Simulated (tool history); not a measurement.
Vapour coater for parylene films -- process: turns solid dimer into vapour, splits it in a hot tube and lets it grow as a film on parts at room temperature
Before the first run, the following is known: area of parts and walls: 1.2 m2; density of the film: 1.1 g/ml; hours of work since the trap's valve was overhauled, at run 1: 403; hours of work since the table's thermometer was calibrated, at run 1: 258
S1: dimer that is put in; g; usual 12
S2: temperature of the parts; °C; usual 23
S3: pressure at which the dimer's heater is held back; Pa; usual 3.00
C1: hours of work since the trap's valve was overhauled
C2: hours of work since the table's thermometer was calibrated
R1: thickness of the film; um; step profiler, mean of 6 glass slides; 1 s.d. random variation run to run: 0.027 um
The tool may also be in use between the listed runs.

run 1 hour=0.0 | S1=12 S2=23 S3=3.00 | C1=403 C2=258 | R1=4.86
run 2 hour=57.0 | S1=12 S2=23 S3=3.00 | C1=438 C2=293 | R1=4.87
run 3 hour=85.1 | S1=12 S2=23 S3=3.00 | C1=456 C2=311 | R1=4.89
run 4 hour=117.5 | S1=12 S2=23 S3=3.00 | C1=476 C2=331 | R1=4.84
run 5 hour=175.4 | S1=12 S2=23 S3=3.00 | C1=513 C2=368 | R1=4.80
run 6 hour=207.7 | S1=12 S2=23 S3=3.00 | C1=533 C2=388 | R1=4.81
run 7 hour=254.5 | S1=6 S2=23 S3=3.00 | C1=562 C2=417 | R1=2.37
run 8 hour=300.2 | S1=6 S2=23 S3=3.00 | C1=591 C2=446 | R1=2.38
run 9 hour=356.4 | S1=12 S2=23 S3=3.00 | C1=626 C2=481 | R1=4.72
run 10 hour=391.6 | S1=12 S2=23 S3=3.00 | C1=649 C2=503 | R1=4.73
run 11 hour=423.6 | S1=12 S2=23 S3=3.00 | C1=669 C2=524 | R1=4.68
-- hour=451.0 trap's valve overhauled
run 12 hour=482.6 | S1=12 S2=23 S3=3.00 | C1=20 C2=558 | R1=5.20
run 13 hour=537.5 | S1=6 S2=23 S3=3.00 | C1=54 C2=593 | R1=2.60
run 14 hour=575.0 | S1=12 S2=23 S3=7.58 | C1=78 C2=616 | R1=4.66
run 15 hour=620.7 | S1=12 S2=23 S3=7.58 | C1=107 C2=645 | R1=4.64
run 16 hour=655.9 | S1=12 S2=23 S3=7.58 | C1=129 C2=667 | R1=4.60
run 17 hour=689.7 | S1=12 S2=23 S3=3.00 | C1=150 C2=688 | R1=5.08
run 18 hour=740.4 | S1=12 S2=23 S3=3.00 | C1=182 C2=720 | R1=5.07
run 19 hour=780.8 | S1=12 S2=23 S3=3.00 | C1=207 C2=745 | R1=5.13
run 20 hour=825.0 | S1=12 S2=23 S3=2.49 | C1=235 C2=773 | R1=5.16
run 21 hour=866.8 | S1=12 S2=23 S3=2.49 | C1=261 C2=799 | R1=5.10
run 22 hour=893.9 | S1=12 S2=23 S3=2.49 | C1=278 C2=816 | R1=5.15
run 23 hour=929.3 | S1=12 S2=23 S3=2.49 | C1=300 C2=839 | R1=5.13
run 24 hour=986.4 | S1=12 S2=23 S3=2.49 | C1=336 C2=874 | R1=5.09
run 25 hour=1035.6 | S1=8 S2=34 S3=3.00 | C1=367 C2=905 | R1=2.54
run 26 hour=1065.9 | S1=8 S2=34 S3=3.00 | C1=386 C2=924 | R1=2.51
run 27 hour=1090.6 | S1=5 S2=20 S3=8.54 | C1=402 C2=940 | R1=1.96
run 28 hour=1120.5 | S1=5 S2=20 S3=8.54 | C1=420 C2=959 | R1=1.95
run 29 hour=1165.0 | S1=21 S2=23 S3=2.47 | C1=448 C2=987 | R1=8.81
run 30 hour=1203.5 | S1=21 S2=23 S3=2.47 | C1=473 C2=1011 | R1=8.75
run 31 hour=1231.6 | S1=12 S2=24 S3=5.94 | C1=490 C2=1028 | R1=4.39
run 32 hour=1278.0 | S1=13 S2=26 S3=2.74 | C1=519 C2=1058 | R1=4.91
run 33 hour=1325.7 | S1=13 S2=23 S3=6.66 | C1=549 C2=1087 | R1=4.79
run 34 hour=1378.0 | S1=15 S2=26 S3=3.85 | C1=582 C2=1120 | R1=5.47
run 35 hour=1411.1 | S1=15 S2=26 S3=5.47 | C1=603 C2=1141 | R1=5.18
run 36 hour=1437.1 | S1=16 S2=30 S3=3.00 | C1=619 C2=1157 | R1=5.39
run 37 hour=1487.2 | S1=16 S2=30 S3=3.00 | C1=651 C2=1189 | R1=5.38
-- hour=1539.9 trap's valve overhauled
run 38 hour=1549.7 | S1=6 S2=15 S3=3.00 | C1=6 C2=1226 | R1=3.23
run 39 hour=1595.5 | S1=15 S2=15 S3=9.54 | C1=35 C2=1254 | R1=6.95
run 40 hour=1630.1 | S1=15 S2=15 S3=9.54 | C1=57 C2=1276 | R1=6.94
run 41 hour=1680.2 | S1=11 S2=28 S3=9.54 | C1=88 C2=1308 | R1=3.68
run 42 hour=1715.9 | S1=8 S2=25 S3=10.41 | C1=111 C2=1330 | R1=2.85
run 43 hour=1771.3 | S1=8 S2=24 S3=10.41 | C1=145 C2=1365 | R1=2.88
run 44 hour=1826.9 | S1=6 S2=24 S3=10.41 | C1=180 C2=1400 | R1=2.16
run 45 hour=1860.3 | S1=6 S2=24 S3=10.41 | C1=201 C2=1421 | R1=2.15
run 46 hour=1886.9 | S1=6 S2=24 S3=2.33 | C1=218 C2=1437 | R1=2.57
run 47 hour=1923.5 | S1=12 S2=19 S3=2.53 | C1=241 C2=1460 | R1=5.76

How would selected steps in R1 from run to run divide? Give the signed amount a tool lacking its hidden state would still show from settings, what came in and random variation, and the signed amount left for the hidden state, including any gauge scatter that is not in both of the compared results.
Hidden state at play: vapour lost through the trap's worn valve, %; true temperature of the parts over the reading, C; drift of the gauge itself on film_um, %.
Run 11 -> 12: trap's valve overhauled. R1 +0.52 um: hidden state +0.50, all else +0.02.
Run 28 -> 29: S1 5 -> 21, S2 20 -> 23, S3 8.54 -> 2.47. R1 +6.86 um: hidden state -0.41, all else +7.27.
Run 30 -> 31: S1 21 -> 12, S2 23 -> 24, S3 2.47 -> 5.94. R1 -4.36 um: hidden state +0.26, all else -4.62.
Run 37 -> 38: S1 16 -> 6, S2 30 -> 15, trap's valve overhauled. R1 -2.15 um: hidden state +0.51, all else -2.66.
Run 38 -> 39: S1 6 -> 15, S3 3.00 -> 9.54. R1 +3.72 um: hidden state +0.00, all else +3.72.
